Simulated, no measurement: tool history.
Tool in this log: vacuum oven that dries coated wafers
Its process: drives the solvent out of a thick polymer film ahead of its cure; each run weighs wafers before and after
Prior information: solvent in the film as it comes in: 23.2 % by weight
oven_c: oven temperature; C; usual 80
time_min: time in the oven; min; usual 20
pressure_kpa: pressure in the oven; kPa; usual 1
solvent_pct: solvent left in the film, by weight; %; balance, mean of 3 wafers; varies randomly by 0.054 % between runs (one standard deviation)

run   hour  oven_c  time_min  pressure_kpa  solvent_pct
  1      0      80        20             1         2.01
  2   22.3      80        20             1         2.01
  3   35.8      80        20          0.92         1.89
      51.5  -- oven's thermocouples calibrated
  4   61.2      80        20          0.92         1.93
  5   78.9      80        20          0.92         1.84
  6  102.5      80        20             1         1.94
  7  112.9      80        20             1         2.01
  8  126.8      80        27             1         1.59
  9  147.3      80        27             1         1.54
 10  166.9      80        20             1         2.08
 11  191.6      80        20             1         2.01
 12  202.4      80        20          0.54         1.44
 13  213.9      68        20          0.54          5.9
 14  224.6      80        20             1         2.01
 15  249.4      80        26             1         1.66
 16  265.6      80        26             1         1.61
 17  284.5      80        20          2.34         3.83
 18    305      80        20          2.34         3.79
 19  315.9      80        20          2.34         3.75
 20    329      80        20          2.34         3.76
 21  348.2      80        20          2.34         3.88
 22  371.7      80        20          2.34         3.88
 23  386.8      80        20          2.34         3.83
 24  407.7      80        20          1.16          2.2
 25  428.1      89        20          1.11         1.14
 26    447      69        10          3.03        12.93
 27  458.9      73        10          2.53        10.37
 28  478.6      73        10          2.53        10.24
 29  489.9      83        20             1         1.55
 30  505.1      81        13          1.47         3.57
 31  520.2      81        13          1.47         3.66
 32    541      80        22             1         1.83
 33  556.8      87        21          2.25         2.47
 34  580.4      85        20          0.59         0.83
 35  601.4      80        20          0.54         1.42
 36  619.3      80        20          0.54          1.3
 37  643.4      80        11          1.09         4.27
 38  664.2      70        18          1.09         6.25
 39  688.3      86        20          1.46          1.7
 40  702.3      86        20          1.46         1.75
 41  713.6      86        20          1.46         1.69
 42  727.2      76        28          1.19         2.48

Forecast run 43:
 43  745.7      76        28          1.19            ?

Logged for run 43: solvent_pct 2.49 %.
Were there no unlogged condition in the tool, this run, its random variation unchanged, would have produced solvent_pct 2.48 %.
